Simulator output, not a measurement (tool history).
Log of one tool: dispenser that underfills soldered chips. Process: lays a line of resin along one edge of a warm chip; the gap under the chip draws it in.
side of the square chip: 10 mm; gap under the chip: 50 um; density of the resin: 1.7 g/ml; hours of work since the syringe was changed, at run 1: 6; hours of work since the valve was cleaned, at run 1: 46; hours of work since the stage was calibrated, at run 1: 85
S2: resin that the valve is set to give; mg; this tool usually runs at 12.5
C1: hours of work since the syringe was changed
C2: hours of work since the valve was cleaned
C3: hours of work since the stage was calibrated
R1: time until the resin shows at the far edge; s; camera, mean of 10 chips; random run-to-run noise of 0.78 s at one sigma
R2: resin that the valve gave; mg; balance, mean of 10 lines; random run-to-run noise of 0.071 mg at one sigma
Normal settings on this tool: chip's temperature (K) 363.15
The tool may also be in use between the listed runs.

Run 1, day 0: usual settings; C1 6; C2 46; C3 85. Result: R1 121.9 s, R2 11.95 mg.
At day 0.262: new syringe of resin.
Run 2, day 0.262: usual settings; C1 0; C2 51; C3 89. Result: R1 74.3 s, R2 11.88 mg.
At day 0.542: dispensing valve cleaned and set on the balance.
Run 3, day 0.554: usual settings but S2 15 mg; C1 4; C2 0; C3 94. Result: R1 107 s, R2 14.96 mg.
Run 4, day 0.708: usual settings but S2 15 mg; C1 7; C2 3; C3 96. Result: R1 134.5 s, R2 14.84 mg.
Run 5, day 0.829: usual settings but S2 15 mg; C1 9; C2 5; C3 99. Result: R1 161.2 s, R2 14.93 mg.
At day 0.904: new syringe of resin.
Run 6, day 1.021: usual settings but S2 15 mg; C1 2; C2 8; C3 102. Result: R1 86.6 s, R2 14.86 mg.
Run 7, day 1.175: usual settings but S2 15 mg; C1 5; C2 11; C3 104. Result: R1 106.9 s, R2 14.94 mg.
Run 8, day 1.296: usual settings but S2 15 mg; C1 7; C2 13; C3 107. Result: R1 128.9 s, R2 14.79 mg.
Run 9, day 1.454: usual settings but S2 15 mg; C1 10; C2 16; C3 109. Result: R1 164.6 s, R2 14.93 mg.
At day 1.5: new syringe of resin.
Run 10, day 1.633: usual settings but S2 15 mg; C1 2; C2 19; C3 112. Result: R1 87.6 s, R2 14.73 mg.
Run 11, day 1.888: usual settings; C1 7; C2 23; C3 117. Result: R1 132.6 s, R2 12.29 mg.
At day 2.1: new syringe of resin.
Run 12, day 2.1: usual settings; C1 0; C2 27; C3 120. Result: R1 74.2 s, R2 12.16 mg.
Run 13, day 2.3: usual settings; C1 4; C2 30; C3 124. Result: R1 102 s, R2 12.11 mg.
Run 14, day 2.471: usual settings but S2 15.1 mg; C1 7; C2 33; C3 127. Result: R1 128.5 s, R2 14.58 mg.
Run 15, day 2.617: usual settings but chip's temperature (K) 359.15, S2 11.4 mg; C1 9; C2 36; C3 129. Result: R1 197.7 s, R2 11.08 mg.
At day 2.688: new syringe of resin.
Run 16, day 2.767: usual settings but chip's temperature (K) 377.15, S2 11.4 mg; C1 1; C2 38; C3 132. Result: R1 52 s, R2 11.01 mg.
Run 17, day 2.883: usual settings but chip's temperature (K) 372.15, S2 11.3 mg; C1 3; C2 40; C3 134. Result: R1 74.3 s, R2 10.91 mg.
Run 18, day 3.1: usual settings but chip's temperature (K) 365.15, S2 15 mg; C1 7; C2 44; C3 138. Result: R1 126.6 s, R2 14.32 mg.
At day 3.275: new syringe of resin.
Run 19, day 3.308: usual settings but chip's temperature (K) 364.15, S2 10.8 mg; C1 1; C2 48; C3 141. Result: R1 81.3 s, R2 10.29 mg.
Run 20, day 3.421: usual settings but chip's temperature (K) 364.15, S2 10.8 mg; C1 3; C2 49; C3 143. Result: R1 92.4 s, R2 10.4 mg.
Run 21, day 3.625: usual settings but chip's temperature (K) 364.15, S2 10.8 mg; C1 6; C2 53; C3 147. Result: R1 128.4 s, R2 10.25 mg.
At day 3.758: dispensing valve cleaned and set on the balance.
Run 22, day 3.838: usual settings but chip's temperature (K) 350.15, S2 10.7 mg; C1 9; C2 1; C3 150. Result: R1 289.1 s, R2 10.59 mg.
At day 3.904: new syringe of resin.
Run 23, day 4.067: usual settings but chip's temperature (K) 372.15, S2 10.8 mg; C1 3; C2 5; C3 153. Result: R1 71 s, R2 10.51 mg.
Run 24, day 4.221: usual settings but chip's temperature (K) 372.15, S2 11.3 mg; C1 6; C2 8; C3 156. Result: R1 89.9 s, R2 11.11 mg.
Run 25, day 4.379: usual settings but chip's temperature (K) 372.15, S2 11.3 mg; C1 8; C2 11; C3 159. Result: R1 112.1 s, R2 11.28 mg.

Predict each of these 4 candidate next runs independently; none follows another, all start after run 25:
At day 4.504: new syringe of resin.
Run A, day 4.608: usual settings but S2 11.1 mg; C1 2; C2 14; C3 163. Result: R1 ?, R2 ?.
At day 4.504: new syringe of resin.
Run B, day 4.608: usual settings but chip's temperature (K) 365.15, S2 13.1 mg; C1 2; C2 14; C3 163. Result: R1 ?, R2 ?.
At day 4.504: new syringe of resin.
Run C, day 4.608: usual settings but chip's temperature (K) 356.15, S2 11.4 mg; C1 2; C2 14; C3 163. Result: R1 ?, R2 ?.
At day 4.504: new syringe of resin.
Run D, day 4.608: usual settings but chip's temperature (K) 372.15, S2 12.9 mg; C1 2; C2 14; C3 163. Result: R1 ?, R2 ?.

run     R1     R2
  A   90.3  11.02
  B   81.5  12.87
  C  119.9  11.29
  D   63.1  12.73
With the hidden condition removed and each run's random variation left untouched, the same runs would have given:
run    R1     R2
  A  72.4  11.18
  B  65.6  13.05
  C  95.9  11.46
  D  50.9  12.91
